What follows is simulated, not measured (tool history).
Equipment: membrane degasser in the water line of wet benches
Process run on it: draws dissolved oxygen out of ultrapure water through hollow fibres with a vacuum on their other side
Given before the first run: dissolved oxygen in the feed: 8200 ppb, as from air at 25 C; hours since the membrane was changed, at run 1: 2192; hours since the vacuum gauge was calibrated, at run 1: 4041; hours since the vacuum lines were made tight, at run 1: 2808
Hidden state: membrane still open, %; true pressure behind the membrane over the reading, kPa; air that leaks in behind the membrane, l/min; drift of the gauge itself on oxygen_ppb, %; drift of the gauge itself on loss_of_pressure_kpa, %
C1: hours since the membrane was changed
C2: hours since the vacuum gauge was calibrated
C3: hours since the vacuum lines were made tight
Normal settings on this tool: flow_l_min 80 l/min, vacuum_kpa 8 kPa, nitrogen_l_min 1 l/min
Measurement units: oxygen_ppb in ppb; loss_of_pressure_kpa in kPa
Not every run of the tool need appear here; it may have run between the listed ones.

Run 1, hour 0: usual settings; C1 2192; C2 4041; C3 2808. Result: oxygen_ppb 615.5 ppb, loss_of_pressure_kpa 42.43 kPa.
Run 2, hour 77.5: usual settings; C1 2269; C2 4118; C3 2886. Result: oxygen_ppb 615.2 ppb, loss_of_pressure_kpa 42.3 kPa.
Run 3, hour 167.6: usual settings; C1 2359; C2 4208; C3 2976. Result: oxygen_ppb 613.4 ppb, loss_of_pressure_kpa 42.59 kPa.
Run 4, hour 217.8: usual settings; C1 2410; C2 4258; C3 3026. Result: oxygen_ppb 616.3 ppb, loss_of_pressure_kpa 42.38 kPa.
Run 5, hour 325.5: usual settings; C1 2517; C2 4366; C3 3134. Result: oxygen_ppb 620.7 ppb, loss_of_pressure_kpa 42.4 kPa.
Run 6, hour 411.7: usual settings but vacuum_kpa 5.78 kPa; C1 2604; C2 4452; C3 3220. Result: oxygen_ppb 344.6 ppb, loss_of_pressure_kpa 42.72 kPa.
Run 7, hour 502.7: usual settings but vacuum_kpa 5.78 kPa; C1 2695; C2 4543; C3 3311. Result: oxygen_ppb 343.8 ppb, loss_of_pressure_kpa 42.49 kPa.
Run 8, hour 601.1: usual settings but nitrogen_l_min 1.04 l/min; C1 2793; C2 4642; C3 3409. Result: oxygen_ppb 606.3 ppb, loss_of_pressure_kpa 42.6 kPa.
Run 9, hour 647.5: usual settings but nitrogen_l_min 1.04 l/min; C1 2839; C2 4688; C3 3456. Result: oxygen_ppb 604 ppb, loss_of_pressure_kpa 42.77 kPa.

Run 10 is up next; what results do you expect?
Run 10, hour 697.2: usual settings but nitrogen_l_min 1.04 l/min; C1 2889; C2 4738; C3 3505. Result: oxygen_ppb ?, loss_of_pressure_kpa ?.

{"run 10": {"oxygen_ppb": 603.5, "loss_of_pressure_kpa": 42.66}}
Were there no unlogged condition in the tool, this run, its random variation unchanged, would have produced oxygen_ppb 598.4 ppb, loss_of_pressure_kpa 42.65 kPa.
